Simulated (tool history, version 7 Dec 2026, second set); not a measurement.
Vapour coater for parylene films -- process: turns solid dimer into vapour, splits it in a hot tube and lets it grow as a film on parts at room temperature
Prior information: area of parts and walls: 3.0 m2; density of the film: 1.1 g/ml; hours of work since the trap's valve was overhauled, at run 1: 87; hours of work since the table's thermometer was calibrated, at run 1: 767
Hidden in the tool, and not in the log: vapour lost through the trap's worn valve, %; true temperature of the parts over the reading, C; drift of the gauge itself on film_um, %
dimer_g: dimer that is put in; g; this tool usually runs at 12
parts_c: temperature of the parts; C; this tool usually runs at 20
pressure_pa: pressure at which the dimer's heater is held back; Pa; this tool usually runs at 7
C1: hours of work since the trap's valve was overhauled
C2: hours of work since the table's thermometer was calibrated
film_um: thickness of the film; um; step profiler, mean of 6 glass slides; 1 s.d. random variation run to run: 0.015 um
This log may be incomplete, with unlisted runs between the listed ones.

run 1 hour=0 | dimer_g=12 parts_c=20 pressure_pa=7 | C1=87 C2=767 | film_um=1.52
run 2 hour=31.3 | dimer_g=13 parts_c=20 pressure_pa=7 | C1=115 C2=794 | film_um=1.65
run 3 hour=80.3 | dimer_g=13 parts_c=20 pressure_pa=7 | C1=158 C2=837 | film_um=1.66
run 4 hour=133.7 | dimer_g=12 parts_c=20 pressure_pa=4.06 | C1=205 C2=884 | film_um=1.7
-- hour=186.9 trap's valve overhauled
run 5 hour=188 | dimer_g=12 parts_c=20 pressure_pa=4.06 | C1=1 C2=929 | film_um=1.73
run 6 hour=213.7 | dimer_g=12 parts_c=20 pressure_pa=4.06 | C1=24 C2=951 | film_um=1.73
run 7 hour=242.7 | dimer_g=12 parts_c=20 pressure_pa=4.06 | C1=49 C2=977 | film_um=1.75
run 8 hour=287.9 | dimer_g=12 parts_c=20 pressure_pa=7 | C1=89 C2=1017 | film_um=1.53
run 9 hour=323.3 | dimer_g=12 parts_c=20 pressure_pa=2.85 | C1=120 C2=1048 | film_um=1.86
run 10 hour=364.5 | dimer_g=9 parts_c=20 pressure_pa=2.85 | C1=157 C2=1084 | film_um=1.38
run 11 hour=420.6 | dimer_g=9 parts_c=23 pressure_pa=2.85 | C1=206 C2=1134 | film_um=1.19
run 12 hour=462.6 | dimer_g=12 parts_c=20 pressure_pa=7 | C1=243 C2=1171 | film_um=1.51
-- hour=474 trap's valve overhauled
run 13 hour=496.5 | dimer_g=12 parts_c=20 pressure_pa=7 | C1=20 C2=1197 | film_um=1.51
run 14 hour=523.6 | dimer_g=12 parts_c=20 pressure_pa=7 | C1=44 C2=1221 | film_um=1.49
run 15 hour=579.6 | dimer_g=12 parts_c=20 pressure_pa=7 | C1=93 C2=1270 | film_um=1.53
run 16 hour=640.3 | dimer_g=12 parts_c=20 pressure_pa=2.37 | C1=147 C2=1324 | film_um=1.96
run 17 hour=702.3 | dimer_g=12 parts_c=13 pressure_pa=2.37 | C1=201 C2=1379 | film_um=2.71
-- hour=764.4 trap's valve overhauled
run 18 hour=768.6 | dimer_g=12 parts_c=13 pressure_pa=2.37 | C1=4 C2=1433 | film_um=2.74
run 19 hour=819.1 | dimer_g=12 parts_c=13 pressure_pa=2.37 | C1=48 C2=1478 | film_um=2.75
run 20 hour=860 | dimer_g=12 parts_c=13 pressure_pa=2.37 | C1=84 C2=1514 | film_um=2.73
run 21 hour=897 | dimer_g=12 parts_c=13 pressure_pa=2.37 | C1=117 C2=1547 | film_um=2.74
run 22 hour=940 | dimer_g=12 parts_c=20 pressure_pa=7 | C1=155 C2=1584 | film_um=1.49
run 23 hour=998.2 | dimer_g=10 parts_c=20 pressure_pa=7 | C1=206 C2=1636 | film_um=1.25
-- hour=1052.1 trap's valve overhauled
run 24 hour=1061.1 | dimer_g=10 parts_c=20 pressure_pa=7 | C1=8 C2=1688 | film_um=1.25
run 25 hour=1102.1 | dimer_g=12 parts_c=20 pressure_pa=9.22 | C1=44 C2=1724 | film_um=1.42
run 26 hour=1160.7 | dimer_g=9 parts_c=13 pressure_pa=7 | C1=96 C2=1775 | film_um=1.62
run 27 hour=1203.3 | dimer_g=9 parts_c=13 pressure_pa=7 | C1=133 C2=1813 | film_um=1.59
run 28 hour=1260.5 | dimer_g=9 parts_c=13 pressure_pa=7 | C1=184 C2=1863 | film_um=1.6
run 29 hour=1305.7 | dimer_g=9 parts_c=13 pressure_pa=7 | C1=223 C2=1903 | film_um=1.59
-- hour=1339.3 trap's valve overhauled
run 30 hour=1348.7 | dimer_g=20 parts_c=20 pressure_pa=4.7 | C1=8 C2=1938 | film_um=2.73
-- hour=1359.1 table's thermometer calibrated
run 31 hour=1396.4 | dimer_g=15 parts_c=20 pressure_pa=9.61 | C1=49 C2=33 | film_um=1.77
run 32 hour=1451.8 | dimer_g=15 parts_c=20 pressure_pa=4.29 | C1=98 C2=82 | film_um=2.13
run 33 hour=1492.9 | dimer_g=15 parts_c=13 pressure_pa=6.8 | C1=135 C2=118 | film_um=2.69
run 34 hour=1551 | dimer_g=19 parts_c=28 pressure_pa=4.75 | C1=186 C2=169 | film_um=1.75
run 35 hour=1598.5 | dimer_g=19 parts_c=28 pressure_pa=4.75 | C1=228 C2=211 | film_um=1.77
-- hour=1629.7 trap's valve overhauled
run 36 hour=1639.4 | dimer_g=14 parts_c=18 pressure_pa=4.25 | C1=9 C2=243 | film_um=2.19
run 37 hour=1680.5 | dimer_g=18 parts_c=19 pressure_pa=4.25 | C1=45 C2=280 | film_um=2.68
run 38 hour=1713.8 | dimer_g=5 parts_c=17 pressure_pa=4.25 | C1=74 C2=309 | film_um=0.81
run 39 hour=1745.9 | dimer_g=5 parts_c=17 pressure_pa=4.25 | C1=102 C2=337 | film_um=0.84
run 40 hour=1788.2 | dimer_g=5 parts_c=27 pressure_pa=8.98 | C1=140 C2=375 | film_um=0.45
run 41 hour=1828.4 | dimer_g=5 parts_c=27 pressure_pa=8.98 | C1=175 C2=410 | film_um=0.4
run 42 hour=1864.8 | dimer_g=12 parts_c=20 pressure_pa=3.28 | C1=207 C2=442 | film_um=1.77
-- hour=1918.5 trap's valve overhauled
run 43 hour=1928.5 | dimer_g=15 parts_c=20 pressure_pa=4.27 | C1=9 C2=495 | film_um=2.13
run 44 hour=1965.8 | dimer_g=12 parts_c=20 pressure_pa=3.79 | C1=42 C2=528 | film_um=1.74
run 45 hour=2010.4 | dimer_g=12 parts_c=20 pressure_pa=3.79 | C1=81 C2=567 | film_um=1.76
run 46 hour=2054.3 | dimer_g=12 parts_c=20 pressure_pa=3.79 | C1=120 C2=606 | film_um=1.73
run 47 hour=2099.4 | dimer_g=12 parts_c=20 pressure_pa=3.79 | C1=159 C2=645 | film_um=1.74
run 48 hour=2125 | dimer_g=12 parts_c=20 pressure_pa=3.79 | C1=182 C2=668 | film_um=1.75

Consider 3 possible next runs. They are alternatives, not a sequence: every one starts from the tool as it was left by run 48. What does each give?
run A hour=2180.3 | dimer_g=8 parts_c=12 pressure_pa=8.68 | C1=231 C2=717 | film_um=?
run B hour=2180.3 | dimer_g=9 parts_c=29 pressure_pa=3.01 | C1=231 C2=717 | film_um=?
run C hour=2180.3 | dimer_g=6 parts_c=20 pressure_pa=3.79 | C1=231 C2=717 | film_um=?

run=A film_um=1.41
run=B film_um=0.89
run=C film_um=0.87
Stripped of hidden state, with their random variation kept, the same runs would have yielded:
run=A film_um=1.42
run=B film_um=0.89
run=C film_um=0.88
